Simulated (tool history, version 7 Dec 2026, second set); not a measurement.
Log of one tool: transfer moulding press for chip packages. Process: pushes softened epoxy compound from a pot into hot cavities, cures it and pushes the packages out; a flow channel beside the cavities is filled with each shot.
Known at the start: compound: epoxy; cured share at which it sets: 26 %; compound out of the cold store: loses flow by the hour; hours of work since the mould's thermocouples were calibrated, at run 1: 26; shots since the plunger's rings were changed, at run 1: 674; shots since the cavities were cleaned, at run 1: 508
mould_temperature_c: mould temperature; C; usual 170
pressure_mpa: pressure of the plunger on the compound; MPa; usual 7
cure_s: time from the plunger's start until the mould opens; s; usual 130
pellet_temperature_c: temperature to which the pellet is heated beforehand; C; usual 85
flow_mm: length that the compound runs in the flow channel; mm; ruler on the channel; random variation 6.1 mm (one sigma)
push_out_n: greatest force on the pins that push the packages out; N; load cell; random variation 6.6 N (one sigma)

run,day,mould_temperature_c,pressure_mpa,cure_s,pellet_temperature_c,hours of work since the mould's thermocouples were calibrated,shots since the plunger's rings were changed,shots since the cavities were cleaned,incoming compound's hours out of the cold store,flow_mm,push_out_n
1,0,170,7,130,85,26,674,508,39.3,629,375
2,0.25,170,7,130,85,29,715,549,20.4,728,419
3,0.525,170,7,130,85,32,760,594,13.2,753,435
4,0.888,170,7,130,85,36,819,653,46.2,596,428
5,1.225,170,7,130,85,39,874,708,16.9,722,430
6,1.529,170,7,130,85,43,923,757,20.3,723,451
7,1.704,170,7,130,85,44,952,786,44.3,608,427
8,2.067,177,7,130,85,48,1011,845,34.3,622,373
9,2.433,177,7,130,85,52,1070,904,29.2,645,386
10,2.654,177,7,153,85,55,1106,940,34.4,617,382
11,2.983,170,7,130,85,58,1160,994,15.4,729,467
12,3.196,170,7,130,85,60,1194,1028,36,635,444
13,3.446,170,7,130,85,63,1236,1070,36.1,625,460
14,3.808,170,5.41,130,85,67,1294,1128,8.6,681,491
# day 4.112: cavities cleaned with cleaning compound and waxed
15,4.125,166,7.2,148,81,69,1336,2,47.3,610,263
16,4.362,166,7.2,148,81,72,1374,40,47.9,609,271
17,4.55,170,7,142,85,74,1405,71,11.9,749,287
18,4.775,170,7,141,76,76,1442,108,24.4,686,282
19,5.029,165,6.83,117,85,79,1483,149,15.2,745,551
20,5.362,165,6.83,117,85,83,1537,203,45.4,608,505
21,5.729,168,7.78,130,85,86,1597,263,36.9,671,387
22,5.883,168,6.54,150,85,88,1622,288,10.2,745,335
23,6.038,168,6.54,150,85,90,1647,313,9.8,736,351
24,6.25,168,6.54,150,85,92,1682,348,38.6,598,339
25,6.525,168,5.86,111,92,95,1726,392,20.9,650,549
26,6.796,171,7.44,133,93,98,1770,436,44,604,371
27,7.154,174,5.59,114,84,102,1829,495,20.9,603,385
28,7.462,174,5.59,114,84,105,1879,545,42.8,520,391

3 ways to go on from here, each from the tool as it stands after run 28. What would each give?
A,7.804,174,5.59,114,89,108,1934,600,43.7,?,?
B,7.804,174,5.26,130,83,108,1934,600,40.6,?,?
C,7.804,174,5.59,156,84,108,1934,600,15.1,?,?

run,flow_mm,push_out_n
A,522,389
B,512,377
C,627,347
Without the tool's hidden state the same runs would have given:
run,flow_mm,push_out_n
A,543,248
B,532,244
C,652,219

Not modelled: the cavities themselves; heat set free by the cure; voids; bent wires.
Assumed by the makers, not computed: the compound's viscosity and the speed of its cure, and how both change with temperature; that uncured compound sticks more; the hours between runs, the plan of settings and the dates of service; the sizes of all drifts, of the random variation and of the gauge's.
